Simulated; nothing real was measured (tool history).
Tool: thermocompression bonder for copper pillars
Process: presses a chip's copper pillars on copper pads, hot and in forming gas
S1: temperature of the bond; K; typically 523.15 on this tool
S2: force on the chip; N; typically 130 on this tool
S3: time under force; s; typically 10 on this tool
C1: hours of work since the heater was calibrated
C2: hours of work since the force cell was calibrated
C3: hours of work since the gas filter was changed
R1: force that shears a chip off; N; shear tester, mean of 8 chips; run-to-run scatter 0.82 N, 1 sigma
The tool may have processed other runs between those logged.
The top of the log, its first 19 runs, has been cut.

run	hour	S1	S2	S3	C1	C2	C3	R1
20	504.9	518.15	130	10	429	261	83	65.5
21	530.6	550.15	170	10	440	272	94	108.5
22	545.6	508.15	181	15	447	279	101	84.9
23	578	508.15	181	15	461	293	115	85.3
24	594.5	508.15	181	15	468	300	122	86.1
25	617.5	523.15	92	11	478	310	132	50.8
26	634	545.15	165	25	485	317	140	120.9
27	652.3	535.15	137	6	493	325	148	70.8
28	678.6	535.15	137	6	505	337	159	71.7
29	694.7	497.15	127	6	512	344	166	36.4
30	727.5	499.15	130	8	526	358	181	43.1
31	754	499.15	130	8	538	370	192	42.8
32	782.8	499.15	130	8	550	382	205	42.5
33	801.4	523.15	150	10	559	390	213	78
34	824.4	523.15	143	19	569	401	223	91.8
35	849.7	550.15	130	13	580	412	234	100.6
36	875.1	550.15	130	13	591	423	245	101.3
37	900.4	514.15	105	13	602	434	256	54.1
38	935.8	514.15	167	5	617	449	272	61.6
39	963.6	493.15	163	18	630	461	284	67.5

What if the next run were any one of these 4? Each begins from the tool's condition after run 39:
A	986.7	512.15	83	15	640	472	294	?
B	986.7	549.15	130	13	640	472	294	?
C	986.7	535.15	151	8	640	472	294	?
D	986.7	527.15	99	11	640	472	294	?

run	R1
A	42.5
B	99.2
C	85.1
D	57.3
Without the tool's unlogged condition, the same runs would have read:
run	R1
A	42.4
B	99.1
C	84.9
D	57.1
